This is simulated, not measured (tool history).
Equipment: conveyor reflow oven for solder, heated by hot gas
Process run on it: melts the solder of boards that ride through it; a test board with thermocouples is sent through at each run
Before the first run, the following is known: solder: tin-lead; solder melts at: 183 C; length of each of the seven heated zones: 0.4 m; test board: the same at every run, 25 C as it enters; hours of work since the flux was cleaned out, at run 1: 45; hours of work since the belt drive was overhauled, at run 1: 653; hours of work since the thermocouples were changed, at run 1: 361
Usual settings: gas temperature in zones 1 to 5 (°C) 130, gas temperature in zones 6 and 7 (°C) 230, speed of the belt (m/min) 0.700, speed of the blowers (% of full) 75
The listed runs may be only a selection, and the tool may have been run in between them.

run	day	gas temperature in zones 1 to 5 (°C)	gas temperature in zones 6 and 7 (°C)	speed of the belt (m/min)	speed of the blowers (% of full)	hours of work since the flux was cleaned out	hours of work since the belt drive was overhauled	hours of work since the thermocouples were changed	highest temperature of the board (°C)	time above the solder's melting point (s)
1	0.000	130	230	0.700	75	45	653	361	218.9	51.8
2	1.300	130	230	0.700	75	58	666	375	219.4	51.3
3	2.225	130	230	0.605	75	68	676	384	221.5	62.8
4	3.812	125	230	0.700	75	84	692	400	218.0	50.0
5	4.475	123	230	0.700	75	91	699	407	217.9	49.4
6	5.600	130	230	0.700	75	102	710	419	218.4	51.1
7	6.612	130	230	0.700	75	113	720	429	218.4	50.9
8	8.083	130	230	0.700	75	128	736	444	218.1	50.8
9	8.900	130	230	0.700	75	136	744	452	218.4	51.0

Run 10 comes next. What will it give?
10	9.596	130	230	0.700	75	143	751	460	?	?

Run 10 yielded highest temperature of the board (°C) 218.6, time above the solder's melting point (s) 50.5.
With the hidden condition absent and the run-to-run variation left alone, this run would have shown highest temperature of the board (°C) 217.6, time above the solder's melting point (s) 49.4.
